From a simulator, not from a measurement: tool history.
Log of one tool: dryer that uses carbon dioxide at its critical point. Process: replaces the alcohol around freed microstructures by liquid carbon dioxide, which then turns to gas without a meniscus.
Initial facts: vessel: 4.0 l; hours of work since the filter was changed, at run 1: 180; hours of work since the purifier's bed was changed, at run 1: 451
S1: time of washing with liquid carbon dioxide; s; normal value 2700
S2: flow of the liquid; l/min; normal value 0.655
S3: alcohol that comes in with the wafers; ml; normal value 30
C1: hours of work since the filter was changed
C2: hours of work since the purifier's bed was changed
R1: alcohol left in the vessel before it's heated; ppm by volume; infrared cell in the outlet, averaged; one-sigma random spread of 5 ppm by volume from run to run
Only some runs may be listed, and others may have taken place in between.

run	day	S1	S2	S3	C1	C2	R1
1	0	2700	0.655	30	180	451	118
2	0.571	2700	0.655	30	187	458	111
3	1.792	2700	0.655	30	201	472	118
4	2.717	2700	0.655	30	212	482	116
5	3.929	2700	0.655	30	226	497	113
6	4.808	2700	0.655	30	236	507	124
7	5.958	2700	0.655	51	249	520	159
8	6.738	2700	0.655	30	259	529	130
9	7.846	2700	0.655	92	271	542	245
10	8.417	2700	0.655	92	278	549	253
11	9.058	2700	0.655	92	286	556	237
12	9.85	2700	0.655	74	295	565	230
13	11.067	2700	0.655	30	309	580	141
14	12.362	2700	0.655	30	324	595	142
15	12.958	2700	0.655	41	331	601	161
16	13.604	2700	0.655	41	338	609	176
17	14.35	2700	0.999	30	347	618	88
18	14.983	2700	0.999	30	354	625	94
19	15.529	2700	0.999	30	361	631	97
20	16.525	2700	0.999	30	372	643	98
# day 17.629: inlet filter changed
21	17.629	2700	0.999	30	0	655	100
22	18.204	2700	0.999	30	7	662	103
23	19.05	2700	0.999	30	16	672	99
24	20.262	2700	0.999	30	31	686	101
25	21.429	2700	0.999	30	44	699	92
26	22.388	3540	0.609	100	55	711	144
27	23.308	3540	0.609	100	66	721	137
28	24.538	1740	0.471	53	80	736	1216
29	25.692	2700	1.031	71	94	749	114
30	26.492	2700	0.655	44	103	758	178
31	27.762	2700	0.655	44	118	773	170
32	28.517	2700	0.655	44	126	782	176
33	29.088	2700	0.655	44	133	788	168
34	30.3	2700	0.655	46	147	802	181
35	31.508	2700	0.479	46	161	816	365
36	32.788	2700	0.479	46	176	831	378
37	33.35	2700	0.479	46	183	838	388
38	34.067	2700	1.051	46	191	846	124
39	35.25	2700	0.849	92	205	860	152
40	36.058	2700	0.655	27	214	869	169
41	36.979	2700	0.655	27	225	880	162
42	37.854	1920	0.634	27	235	890	339
# day 38.075: purifier's bed changed
43	39.004	2640	0.988	112	247	11	41
44	39.942	2640	0.988	112	258	22	37
45	40.483	2640	0.988	59	264	28	21
46	41.025	2640	0.988	59	270	34	13
47	41.962	2640	0.988	31	281	45	21

How the hidden state differs across the entries between the runs, from the last listed run before each to the first after it:
Between runs 20 and 21: inlet filter changed (day 17.629)
  flow that reaches the vessel past the clogged filter, %: 87 -> 99.4; alcohol in the recycled carbon dioxide, ppm: 91.2 -> 93
  measured value less the no-hidden-state value, R1: +91 -> +87 ppm by volume
Between runs 42 and 43: purifier's bed changed (day 38.075)
  flow that reaches the vessel past the clogged filter, %: 91.4 -> 91; alcohol in the recycled carbon dioxide, ppm: 125.5 -> 6.8
  measured value less the no-hidden-state value, R1: +179 -> +13 ppm by volume

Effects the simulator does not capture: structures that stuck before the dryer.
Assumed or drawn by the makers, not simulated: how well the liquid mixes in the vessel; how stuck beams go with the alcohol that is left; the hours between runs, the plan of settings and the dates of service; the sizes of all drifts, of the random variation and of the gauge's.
